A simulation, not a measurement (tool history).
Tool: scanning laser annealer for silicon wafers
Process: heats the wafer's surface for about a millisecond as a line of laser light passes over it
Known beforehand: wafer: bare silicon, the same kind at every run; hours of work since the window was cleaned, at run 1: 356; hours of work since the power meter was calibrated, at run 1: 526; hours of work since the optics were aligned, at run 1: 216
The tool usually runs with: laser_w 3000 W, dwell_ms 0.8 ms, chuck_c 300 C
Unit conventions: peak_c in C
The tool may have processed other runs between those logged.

run	hour	laser_w	dwell_ms	chuck_c	hours of work since the window was cleaned	hours of work since the power meter was calibrated	hours of work since the optics were aligned	peak_c
1	0	3000	0.8	300	356	526	216	986
2	40.4	3000	0.8	300	374	544	233	980
# hour 52.5: window over the wafer cleaned
3	100.6	3000	0.8	300	20	568	258	1024
4	131.5	2628	0.8	300	34	581	271	934
5	161.4	3000	0.8	300	46	594	284	1022
6	196.3	3000	0.8	300	61	609	298	1020
7	229.2	3000	0.668	300	75	623	312	948
8	288.1	3000	0.691	300	100	648	337	956
9	334.6	2997	0.8	300	120	668	357	1009
10	392.1	2997	0.8	297	144	692	382	1004
11	433	2997	0.8	297	162	710	399	1006
12	499.2	2997	0.8	297	190	738	427	998
13	541.4	2997	0.8	297	208	756	445	1001
14	594.8	2997	0.8	297	231	778	468	996
15	647.5	3000	0.8	322	253	801	490	1018
16	677.2	3000	0.8	300	266	813	503	995
17	710.9	3000	0.8	300	280	828	517	998
18	767.8	3000	0.8	280	304	852	541	973
19	831.6	2726	0.8	300	331	879	569	927
20	859.9	2726	0.8	300	343	891	581	928
21	926.7	2726	0.8	300	372	919	609	924
# hour 940.1: window over the wafer cleaned
22	992.9	3000	0.873	289	22	947	636	1048
23	1020.7	3246	0.731	285	34	959	648	1023
24	1077.3	3246	0.731	285	58	983	672	1017
25	1113.7	3246	0.799	276	74	998	688	1048
26	1156.7	2554	0.713	278	92	1016	706	850
27	1211.1	2743	0.946	283	115	1039	729	1004
28	1238.9	3086	0.569	304	127	1051	741	905
29	1272.2	2713	0.743	263	141	1065	755	883
# hour 1281: laser's power meter calibrated
30	1319.9	3066	0.775	311	160	16	774	1025
31	1349.4	2582	0.73	274	173	29	786	858
32	1378	2582	0.73	274	185	41	799	855
33	1438.5	2582	0.73	274	211	67	824	857
34	1475.3	3000	0.617	317	226	83	840	922
35	1529.1	3000	0.617	317	249	105	863	922
# hour 1577: laser's power meter calibrated, once more
36	1577	3212	0.617	339	268	0	882	970
37	1628.6	3108	0.692	339	290	22	904	988
38	1674.6	3108	0.692	339	310	41	923	990
39	1719.1	3005	0.921	300	329	60	942	1037
40	1762	3128	0.921	299	347	79	961	1064
41	1817.7	3279	0.569	307	370	102	984	910

Across each entry between runs, compare the hidden state at the last listed run before it with the hidden state at the first listed run after it:
Run 2 -> run 3: window over the wafer cleaned (hour 52.5)
  light that passes the window, % of a clean one's: 93.61 -> 99.47; laser's true power over the reading, %: 0.57 -> 0.59; width of the line over the set one, %: 0.44 -> 0.46
  measured result minus the result with no hidden state, peak_c: -41 -> -1 C
Run 21 -> run 22: window over the wafer cleaned (hour 940.1)
  light that passes the window, % of a clean one's: 94 -> 99.23; laser's true power over the reading, %: 0.88 -> 0.9; width of the line over the set one, %: 0.84 -> 0.87
  measured result minus the result with no hidden state, peak_c: -34 -> -2 C
Run 29 -> run 30: laser's power meter calibrated (hour 1281)
  light that passes the window, % of a clean one's: 97.34 -> 97.04; laser's true power over the reading, %: 1 -> 1.7; width of the line over the set one, %: 1 -> 1.02
  measured result minus the result with no hidden state, peak_c: -12 -> -12 C
Run 35 -> run 36: laser's power meter calibrated, once more (hour 1577)
  light that passes the window, % of a clean one's: 95.66 -> 95.35; laser's true power over the reading, %: 1.77 -> -0.21; width of the line over the set one, %: 1.12 -> 1.13
  measured result minus the result with no hidden state, peak_c: -18 -> -33 C
